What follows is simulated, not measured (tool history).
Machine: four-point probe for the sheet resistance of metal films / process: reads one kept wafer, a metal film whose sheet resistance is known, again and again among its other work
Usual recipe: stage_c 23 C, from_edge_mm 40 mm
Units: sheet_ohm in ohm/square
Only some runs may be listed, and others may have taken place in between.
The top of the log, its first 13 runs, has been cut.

run   hour  stage_c  from_edge_mm  sheet_ohm
 14  141.3       19            40   0.086532
 15  157.3       19            40   0.086528
 16  167.9       19            40   0.086530
 17  183.4       19            11   0.086631
 18  196.9       19            43   0.086506
 19  207.4       19            43   0.086514
 20  220.6       22             9   0.086470
 21  228.8       27             8   0.086203
 22  242.5       27             8   0.086205
 23  251.8       27             8   0.086197
 24  261.3       27             8   0.086209
 25  269.9       27             8   0.086183
 26  279.7       32             5   0.086204
 27  289.0       27            65   0.085968
 28  301.6       27            19   0.086065
 29  316.6       27            19   0.085989
 30  333.4       32             4   0.086394
 31  343.9       33            10   0.085726
 32  359.0       28            40   0.085888

Predict each of these 4 candidate next runs independently; none follows another, all start after run 32:
  A  373.5       26            34          ?
  B  373.5       23            40          ?
  C  373.5       30            30          ?
  D  373.5       19            64          ?

run  sheet_ohm
  A   0.086000
  B   0.086205
  C   0.085819
  D   0.086435
Without the tool's hidden state the same runs would have given:
run  sheet_ohm
  A   0.086613
  B   0.086819
  C   0.086431
  D   0.087050
